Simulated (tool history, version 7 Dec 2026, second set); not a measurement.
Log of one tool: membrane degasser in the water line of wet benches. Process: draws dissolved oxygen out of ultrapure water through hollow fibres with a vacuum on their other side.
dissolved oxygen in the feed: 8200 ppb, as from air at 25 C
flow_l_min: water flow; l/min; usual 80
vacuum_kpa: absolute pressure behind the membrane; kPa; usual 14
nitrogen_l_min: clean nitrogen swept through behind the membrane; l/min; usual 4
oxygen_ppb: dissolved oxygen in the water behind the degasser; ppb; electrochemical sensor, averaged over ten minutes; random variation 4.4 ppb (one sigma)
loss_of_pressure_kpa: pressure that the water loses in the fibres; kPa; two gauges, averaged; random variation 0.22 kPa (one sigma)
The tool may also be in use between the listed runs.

run,hour,flow_l_min,vacuum_kpa,nitrogen_l_min,oxygen_ppb,loss_of_pressure_kpa
1,0,80,14,4,500.9,53.28
2,111.2,80,14,4,497.6,53.45
3,224.1,80,14,4,500.5,52.97
4,407.7,80,14,4,508.3,53.01
5,510.3,80,14,4,501.9,53.12
6,648.3,80,14,4,496.4,53.23
7,755.2,80,14,4,505.8,53.01
8,850.3,80,14,4,497.8,53.5
9,962.4,80,11.3,4,390.3,53.9
10,1125.9,80,14,2.82,657.5,53.36
11,1220.1,80,14,2.82,663,53.54
12,1443,80,14,2.82,648.6,53.55
13,1534.1,80,14,2.82,654.3,53.74
14,1700.7,80,14,2.82,658,53.41
15,1861.2,80,14,4,511.2,53.96
# hour 1874.5: vacuum gauge calibrated
16,2028.4,80,14,4,510.1,53.86
17,2172.6,127,14,3.51,880.8,85.12
18,2378.9,55,11.7,10.38,123.4,37.27
# hour 2443.5: vacuum gauge calibrated, once more
# hour 2499.3: seals of the vacuum lines changed
19,2603.1,60,8.6,4.2,192.2,40.3
20,2783.1,82,16.2,5.44,472.2,55.11
21,2897.6,80,12.3,6.6,297.9,54.03
22,3042,80,14,10.2,244.6,54.69
23,3236.1,80,14,10.2,245.1,54.06
24,3456.5,127,14,4,832.6,85.72
25,3548.8,127,14,4,820.6,85.67
26,3769.6,127,14,4,811.2,85.7
27,3927.5,55,14,3.59,383.2,37.23
28,4025.6,55,14,3.59,376.8,37.37
29,4203.7,55,14,3.59,389.8,37.48
30,4411.7,58,14,11.1,152.6,39.45
31,4514.4,57,14,10.12,164.1,39.08

Forecast each of these 5 alternatives for the next run:
A,4608.3,99,9.4,10.12,?,?
B,4608.3,57,13.9,10.12,?,?
C,4608.3,80,16.3,4,?,?
D,4608.3,60,14,4,?,?
E,4608.3,57,14,2.56,?,?

run,oxygen_ppb,loss_of_pressure_kpa
A,232.6,67.01
B,159.2,39.04
C,598.6,54.14
D,380.2,40.37
E,520.2,39.16
Without the tool's hidden state the same runs would have given:
run,oxygen_ppb,loss_of_pressure_kpa
A,218.3,64.86
B,155.1,37.79
C,588.1,52.4
D,373.9,39.06
E,513.6,37.91
